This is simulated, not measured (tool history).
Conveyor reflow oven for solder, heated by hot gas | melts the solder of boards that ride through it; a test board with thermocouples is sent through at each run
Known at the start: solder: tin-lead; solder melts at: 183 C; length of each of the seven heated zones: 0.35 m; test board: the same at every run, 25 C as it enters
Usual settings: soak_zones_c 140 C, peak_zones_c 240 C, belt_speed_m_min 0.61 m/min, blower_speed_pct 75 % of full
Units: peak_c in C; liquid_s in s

Run 1, hour 0: usual settings. Result: peak_c 218.7 C, liquid_s 52.2 s.
Run 2, hour 20.2: usual settings but peak_zones_c 230 C. Result: peak_c 210.4 C, liquid_s 45.9 s.
Run 3, hour 43.2: usual settings but peak_zones_c 230 C. Result: peak_c 210.4 C, liquid_s 45.9 s.
Run 4, hour 53.7: usual settings but blower_speed_pct 51 % of full. Result: peak_c 210.6 C, liquid_s 45 s.
Run 5, hour 69.7: usual settings but peak_zones_c 232 C, blower_speed_pct 51 % of full. Result: peak_c 204.9 C, liquid_s 38.7 s.
Run 6, hour 87.6: usual settings but peak_zones_c 232 C, blower_speed_pct 51 % of full. Result: peak_c 204.6 C, liquid_s 38.8 s.
Run 7, hour 104.1: usual settings but peak_zones_c 232 C, blower_speed_pct 51 % of full. Result: peak_c 204.5 C, liquid_s 38.6 s.
Run 8, hour 115.2: usual settings but peak_zones_c 232 C, blower_speed_pct 51 % of full. Result: peak_c 204.8 C, liquid_s 38.7 s.
Run 9, hour 126.1: usual settings but peak_zones_c 232 C, blower_speed_pct 51 % of full. Result: peak_c 204.6 C, liquid_s 38.6 s.
Run 10, hour 148.6: usual settings but blower_speed_pct 54 % of full. Result: peak_c 211.6 C, liquid_s 45.8 s.
Run 11, hour 159.1: usual settings but blower_speed_pct 54 % of full. Result: peak_c 211.7 C, liquid_s 46 s.
Run 12, hour 171.5: usual settings but blower_speed_pct 54 % of full. Result: peak_c 211.9 C, liquid_s 46 s.
Run 13, hour 188.7: usual settings but soak_zones_c 131 C, peak_zones_c 238 C, belt_speed_m_min 0.621 m/min, blower_speed_pct 67 % of full. Result: peak_c 211.3 C, liquid_s 42.6 s.
Run 14, hour 206.5: usual settings but soak_zones_c 131 C, peak_zones_c 238 C, belt_speed_m_min 0.621 m/min, blower_speed_pct 67 % of full. Result: peak_c 211.4 C, liquid_s 42.5 s.
At hour 212.9: flux residue cleaned out of gas plates and filters.
Run 15, hour 228.5: usual settings but soak_zones_c 131 C, peak_zones_c 238 C, belt_speed_m_min 0.621 m/min, blower_speed_pct 67 % of full. Result: peak_c 210.8 C, liquid_s 42.2 s.
Run 16, hour 243.2: usual settings but soak_zones_c 131 C, peak_zones_c 238 C, belt_speed_m_min 0.621 m/min, blower_speed_pct 67 % of full. Result: peak_c 210.8 C, liquid_s 42 s.

Forecast run 17:
Run 17, hour 255.4: usual settings but soak_zones_c 153 C, peak_zones_c 242 C, belt_speed_m_min 0.66 m/min, blower_speed_pct 53 % of full. Result: peak_c ?, liquid_s ?.

{"run 17": {"peak_c": 212.5, "liquid_s": 47.1}}
Without the tool's hidden state the same run would have given peak_c 214.1 C, liquid_s 48.5 s.

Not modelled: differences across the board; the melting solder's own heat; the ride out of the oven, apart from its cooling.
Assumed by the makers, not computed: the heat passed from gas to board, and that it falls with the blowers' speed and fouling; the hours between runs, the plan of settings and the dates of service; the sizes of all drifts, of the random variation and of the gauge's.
